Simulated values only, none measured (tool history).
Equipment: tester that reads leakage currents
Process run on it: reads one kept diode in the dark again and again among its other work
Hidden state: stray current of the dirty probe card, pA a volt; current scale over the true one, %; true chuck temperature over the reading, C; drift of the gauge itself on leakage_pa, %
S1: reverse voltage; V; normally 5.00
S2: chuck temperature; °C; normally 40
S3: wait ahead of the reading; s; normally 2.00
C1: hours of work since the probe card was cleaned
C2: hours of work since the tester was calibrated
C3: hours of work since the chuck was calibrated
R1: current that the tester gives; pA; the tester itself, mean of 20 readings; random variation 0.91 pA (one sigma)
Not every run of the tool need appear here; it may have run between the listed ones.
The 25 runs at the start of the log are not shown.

run,day,S1,S2,S3,C1,C2,C3,R1
26,213.208,7.73,44,0.38,1109,1175,1050,446.90
27,223.367,5.00,23,2.00,1295,1362,1237,82.58
28,234.204,5.00,23,2.00,1493,1560,1435,81.57
29,243.179,4.00,35,0.70,1658,1725,1600,177.57
# day 250.408: chuck's temperature calibrated
30,250.592,4.00,35,0.70,1792,1859,3,202.49
31,259.346,8.76,35,1.54,1953,2019,164,277.44
32,265.983,16.26,22,2.00,2074,2141,285,152.19
# day 273.067: tester calibrated
33,273.996,16.26,22,2.00,2220,17,431,151.31
34,284.208,3.86,47,3.07,2407,204,618,427.77
35,295.600,3.86,47,3.07,2615,413,826,425.22
36,303.217,3.86,47,3.07,2755,552,966,421.49
37,310.950,1.07,40,3.07,2897,694,1108,154.11
38,322.204,1.79,42,2.31,3103,900,1314,213.82

3 options for the next run, each taken on its own from the tool as it stands now. Forecast them:
A,333.854,2.20,29,1.07,3316,1114,1527,?
B,333.854,5.66,36,2.31,3316,1114,1527,?
C,333.854,1.34,31,3.17,3316,1114,1527,?

run,R1
A,92.62
B,226.04
C,86.14
With the hidden condition removed and each run's random variation left untouched, the same runs would have given:
run,R1
A,99.25
B,239.88
C,94.37

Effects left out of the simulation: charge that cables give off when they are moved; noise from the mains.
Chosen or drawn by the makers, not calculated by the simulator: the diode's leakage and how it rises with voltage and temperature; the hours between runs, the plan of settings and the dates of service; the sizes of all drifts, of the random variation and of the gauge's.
